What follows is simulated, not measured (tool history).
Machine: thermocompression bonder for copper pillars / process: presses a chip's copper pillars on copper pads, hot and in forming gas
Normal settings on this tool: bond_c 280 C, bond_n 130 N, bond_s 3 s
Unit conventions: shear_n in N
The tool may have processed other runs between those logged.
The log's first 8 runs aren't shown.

run   hour  bond_c  bond_n  bond_s  hours of work since the heater was calibrated  hours of work since the force cell was calibrated  hours of work since the gas filter was changed  shear_n
  9   44.3     280     130       3                                            183                                                201                                             171       57
 10   50.3     280     130       3                                            187                                                205                                             175     56.3
 11   58.8     280     130       3                                            193                                                211                                             181     57.7
 12   64.5     280     130       3                                            197                                                215                                             185     58.2
 13   72.5     280     130       3                                            203                                                221                                             191     57.6
 14   80.5     280     144       3                                            209                                                227                                             197       60
 15   84.9     280     130       3                                            212                                                230                                             200     56.9
 16   90.1     280     130       3                                            215                                                234                                             203     55.4
 17   96.1     280     130       3                                            220                                                238                                             208       55
 18  102.3     280     130       3                                            224                                                242                                             212     55.7
 19  107.2     280     130       3                                            228                                                246                                             216       56
 20  111.6     280     130       3                                            231                                                249                                             219     55.5
 21  115.4     280     130       3                                            234                                                252                                             221     55.8
 22    120     280     130       2                                            237                                                255                                             225     48.1
 23  128.6     274     144       8                                            243                                                261                                             231     78.4
 24  135.1     265     116       3                                            248                                                266                                             236       43
       138  -- heater calibrated with a thermocouple chip
 25  145.8     289     101       2                                              6                                                272                                             242     45.8
 26  150.7     280     141       8                                              9                                                275                                             245     83.8
 27  159.1     280     181       4                                             15                                                281                                             251     73.2
 28  165.9     293     142       4                                             20                                                286                                             256       75
 29  174.2     293     142       4                                             26                                                292                                             262     75.4

What does the tool deliver on the next run?
 30  180.1     293     142       4                                             30                                                296                                             266        ?

{"run 30": {"shear_n": 73.5}}
Were there no unlogged condition in the tool, this run, its random variation unchanged, would have produced shear_n 76.9 N.
